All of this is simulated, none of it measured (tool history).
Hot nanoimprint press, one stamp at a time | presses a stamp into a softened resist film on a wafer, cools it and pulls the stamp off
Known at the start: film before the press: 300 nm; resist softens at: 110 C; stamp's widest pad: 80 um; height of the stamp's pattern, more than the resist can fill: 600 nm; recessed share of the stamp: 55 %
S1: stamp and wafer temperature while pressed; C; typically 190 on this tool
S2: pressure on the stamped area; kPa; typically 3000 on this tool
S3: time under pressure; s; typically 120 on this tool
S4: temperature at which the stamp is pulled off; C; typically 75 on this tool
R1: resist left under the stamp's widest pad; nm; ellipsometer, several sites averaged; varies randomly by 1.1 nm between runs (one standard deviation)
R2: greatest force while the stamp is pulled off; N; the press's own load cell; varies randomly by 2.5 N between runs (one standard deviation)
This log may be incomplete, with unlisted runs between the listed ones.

run 1 hour=0.0 | S1=190 S2=3000 S3=120 S4=75 | R1=167.1 R2=156
run 2 hour=41.1 | S1=190 S2=3000 S3=120 S4=75 | R1=165.5 R2=155
run 3 hour=75.1 | S1=190 S2=3000 S3=120 S4=75 | R1=166.0 R2=168
run 4 hour=104.2 | S1=190 S2=2800 S3=120 S4=75 | R1=169.4 R2=162
-- hour=119.1 plate thermocouple calibrated
run 5 hour=136.9 | S1=193 S2=3000 S3=120 S4=75 | R1=139.8 R2=168
run 6 hour=160.0 | S1=193 S2=3000 S3=120 S4=75 | R1=138.8 R2=172
run 7 hour=201.6 | S1=190 S2=1970 S3=120 S4=75 | R1=182.9 R2=182
run 8 hour=246.8 | S1=190 S2=3000 S3=120 S4=75 | R1=158.1 R2=173
run 9 hour=280.2 | S1=190 S2=3000 S3=120 S4=75 | R1=157.8 R2=187
-- hour=307.4 plate thermocouple calibrated, once more
run 10 hour=309.3 | S1=190 S2=3000 S3=120 S4=75 | R1=174.0 R2=185
run 11 hour=333.6 | S1=190 S2=3000 S3=120 S4=75 | R1=173.6 R2=195
run 12 hour=378.6 | S1=190 S2=3000 S3=120 S4=75 | R1=171.9 R2=195
run 13 hour=409.0 | S1=190 S2=3000 S3=120 S4=75 | R1=171.4 R2=201
run 14 hour=447.7 | S1=190 S2=3000 S3=120 S4=75 | R1=171.0 R2=201
run 15 hour=494.2 | S1=190 S2=3000 S3=120 S4=75 | R1=172.9 R2=205
run 16 hour=541.2 | S1=190 S2=3000 S3=228 S4=75 | R1=135.1 R2=207
run 17 hour=582.0 | S1=190 S2=3000 S3=228 S4=75 | R1=135.8 R2=210
run 18 hour=623.6 | S1=190 S2=3000 S3=120 S4=76 | R1=166.9 R2=217
-- hour=648.9 stamp cleaned and given a new release coat
run 19 hour=650.5 | S1=178 S2=3160 S3=222 S4=75 | R1=217.4 R2=113
run 20 hour=695.4 | S1=190 S2=4260 S3=120 S4=60 | R1=148.8 R2=159
run 21 hour=739.7 | S1=196 S2=2050 S3=115 S4=72 | R1=153.3 R2=120
run 22 hour=768.3 | S1=196 S2=2050 S3=115 S4=72 | R1=153.8 R2=135
run 23 hour=793.4 | S1=196 S2=2050 S3=115 S4=72 | R1=154.4 R2=128
run 24 hour=834.4 | S1=196 S2=2050 S3=83 S4=60 | R1=170.6 R2=165
-- hour=860.9 press's hydraulic seals changed and the load cell set to zero
run 25 hour=884.0 | S1=196 S2=2050 S3=83 S4=60 | R1=168.3 R2=174
run 26 hour=928.9 | S1=188 S2=2050 S3=83 S4=75 | R1=218.4 R2=136
-- hour=939.5 plate thermocouple calibrated
run 27 hour=974.5 | S1=190 S2=2850 S3=234 S4=75 | R1=136.3 R2=144
run 28 hour=1000.6 | S1=190 S2=2850 S3=234 S4=75 | R1=136.8 R2=142
run 29 hour=1036.2 | S1=190 S2=3000 S3=116 S4=75 | R1=172.2 R2=145
run 30 hour=1076.9 | S1=190 S2=3000 S3=61 S4=75 | R1=206.2 R2=145
run 31 hour=1102.4 | S1=190 S2=3000 S3=61 S4=75 | R1=205.1 R2=149

Some steps in R1 between neighbouring runs. How much of each would the tool show without its hidden state too (settings, what came in, random variation), and how much is left for the hidden state, with any gauge scatter that isn't in both results?
Hidden state at play: true temperature over the reading, C; pressure that arrives at the usual setting, %; grip of the stamp's worn release coat, % over a new coat's; drift of the gauge itself on residual_nm, %; drift of the gauge itself on pull_off_n, %.
Run 4 -> 5: S1 190 -> 193, S2 2800 -> 3000, plate thermocouple calibrated. R1 -29.6 nm: hidden state -3.8, all else -25.8.
Run 9 -> 10: plate thermocouple calibrated, once more. R1 +16.2 nm: hidden state +16.0, all else +0.2.
Run 18 -> 19: S1 190 -> 178, S2 3000 -> 3160, S3 120 -> 222, S4 76 -> 75, stamp cleaned and given a new release coat. R1 +50.5 nm: hidden state -0.5, all else +51.0.
Run 19 -> 20: S1 178 -> 190, S2 3160 -> 4260, S3 222 -> 120, S4 75 -> 60. R1 -68.6 nm: hidden state +0.3, all else -68.9.
Run 26 -> 27: S1 188 -> 190, S2 2050 -> 2850, S3 83 -> 234, plate thermocouple calibrated. R1 -82.1 nm: hidden state +6.9, all else -89.0.
